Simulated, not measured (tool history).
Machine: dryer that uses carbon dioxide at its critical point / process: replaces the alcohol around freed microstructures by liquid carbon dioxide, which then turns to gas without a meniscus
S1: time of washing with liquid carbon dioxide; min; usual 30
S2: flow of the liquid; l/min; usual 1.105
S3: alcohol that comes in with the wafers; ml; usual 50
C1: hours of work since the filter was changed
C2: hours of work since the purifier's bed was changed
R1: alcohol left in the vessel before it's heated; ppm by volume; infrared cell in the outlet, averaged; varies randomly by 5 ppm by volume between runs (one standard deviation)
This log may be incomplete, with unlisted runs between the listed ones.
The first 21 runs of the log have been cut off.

run    hour  S1     S2  S3   C1    C2   R1
 22  1065.6  39  1.105  50  326   700  100
 23  1107.8  20  1.105  50  359   733  280
 24  1158.3  20  1.105  50  399   773  295
 25  1189.4  30   1.51  50  423   798  107
 26  1236.3  30   1.51  50  460   834  110
     1269.1  -- inlet filter changed
 27  1296.9  30   1.51  26   22   881  115
 28  1359.6  30   1.51  26   71   930  121
 29  1412.4  30   1.35  54  113   972  130
 30  1457.6  30   1.35  54  148  1007  131
 31  1491.9  28   1.35  40  175  1034  140
 32  1544.7  25   1.02  66  216  1076  240
 33  1614.9  21   0.73  57  272  1131  886
 34  1644.3  30   0.92  34  295  1154  180
 35  1678.9  47   1.62  50  322  1181  147
 36  1712.1  30  1.105  57  348  1207  172
 37  1758.6  34   1.34  92  384  1244  147
 38  1829.8  30  1.105  22  440  1300  168

Each row is a separate what-if for the run after 38, all from the same tool condition, not one after another. Results?
     1847.5  -- purifier's bed changed
  A  1866  30  1.105   24  466  15   ?
     1847.5  -- purifier's bed changed
  B  1866  23    0.8   91  466  15   ?
     1847.5  -- purifier's bed changed
  C  1866  33  1.105  103  466  15   ?
     1847.5  -- purifier's bed changed
  D  1866  19  1.105   22  466  15   ?

run   R1
  A   16
  B  798
  C   32
  D  112
Without the tool's hidden state the same runs would have given:
run   R1
  A    7
  B  494
  C   13
  D   63
